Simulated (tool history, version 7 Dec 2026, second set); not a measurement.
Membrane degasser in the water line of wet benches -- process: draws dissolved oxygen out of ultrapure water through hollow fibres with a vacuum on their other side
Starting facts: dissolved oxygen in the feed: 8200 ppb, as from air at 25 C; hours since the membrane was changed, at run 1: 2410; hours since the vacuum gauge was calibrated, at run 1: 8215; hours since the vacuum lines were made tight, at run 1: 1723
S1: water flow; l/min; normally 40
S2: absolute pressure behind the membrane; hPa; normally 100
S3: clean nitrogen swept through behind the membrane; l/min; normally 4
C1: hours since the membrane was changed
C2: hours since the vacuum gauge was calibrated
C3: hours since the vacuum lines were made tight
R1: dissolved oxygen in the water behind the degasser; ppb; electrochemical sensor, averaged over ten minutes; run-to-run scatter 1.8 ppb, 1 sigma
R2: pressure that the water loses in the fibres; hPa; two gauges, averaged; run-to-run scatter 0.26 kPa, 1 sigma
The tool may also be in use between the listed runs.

run      day  S1   S2    S3     C1    C2    C3     R1      R2
  1        0  40  100     4   2410  8215  1723  179.8     697
  2   10.312  40  100     4   2658  8463  1971  181.6   701.5
  3   25.367  40  100     4   3019  8824  2332  184.1   697.5
      30.617  -- vacuum gauge calibrated
  4   37.538  40  100     4   3310   166  2623  177.3   697.2
  5   50.867  40  100     4   3630   486  2943  173.6     702
  6   62.942  40  100     4   3920   776  3233  175.3   701.2
  7   75.771  49  100     4   4228  1084  3541  215.2   860.3
  8   85.517  40  100     4   4462  1318  3775  177.9   703.5
  9   97.571  40  100     4   4751  1607  4064  177.4   705.9
 10  109.642  40  100     4   5041  1897  4354  175.8   709.1
 11  124.408  40  100     4   5395  2251  4708  172.8   707.4
 12  133.438  32  100     4   5612  2468  4925    145   568.2
 13  148.262  40   63     4   5968  2824  5281   91.4   710.3
 14  161.021  40   63     4   6274  3130  5587   93.3   709.8
 15  174.938  40   63     4   6608  3464  5921   92.4   714.8
 16  189.679  40   63     4   6962  3818  6275   95.4   710.1
 17  202.392  40  183  7.63   7267  4123  6580  207.3   717.8
 18  210.933  62  100  3.35   7472  4328  6785  323.9  1108.4
 19  220.904  46  153  2.85   7711  4567  7024    452   824.9
 20  227.371  46  153  2.85   7866  4722  7179  451.2   822.7
 21  237.738  46   64  2.85   8115  4971  7428    148   825.1
 22  245.604  36   64  8.63   8304  5160  7617   50.2   645.9
 23  257.475  40   69     4   8589  5445  7902  110.8   721.7
 24  272.154  37  144     4   8941  5797  8254  263.9   670.4
 25  278.683  37  144     4   9098  5954  8411  263.5   669.1
 26  292.192  37  144     4   9422  6278  8735  260.9   665.1
 27  306.683  55   88     4   9770  6626  9083  218.2   999.5
 28  320.188  51  210  3.12  10094  6950  9407  649.5   922.7
 29  327.371  40   81     4  10266  7122  9579  142.8   727.2
 30  335.404  37   84     4  10459  7315  9772  137.7   668.9
 31  343.321  37   84     4  10649  7505  9962  137.1   672.6

How the hidden state differs across the entries between the runs, from the last listed run before each to the first after it:
After run 3, before run 4: vacuum gauge calibrated (day 30.617)
  membrane still open, %: 98.7 -> 98.6; true pressure behind the membrane over the reading, kPa: 0.38 -> -0.02; air that leaks in behind the membrane, l/min: 0.0054 -> 0.0057
  difference, measured minus the result without the unlogged condition, R1: +10.4 -> +1.2 ppb; R2: +9.2 -> +10 hPa
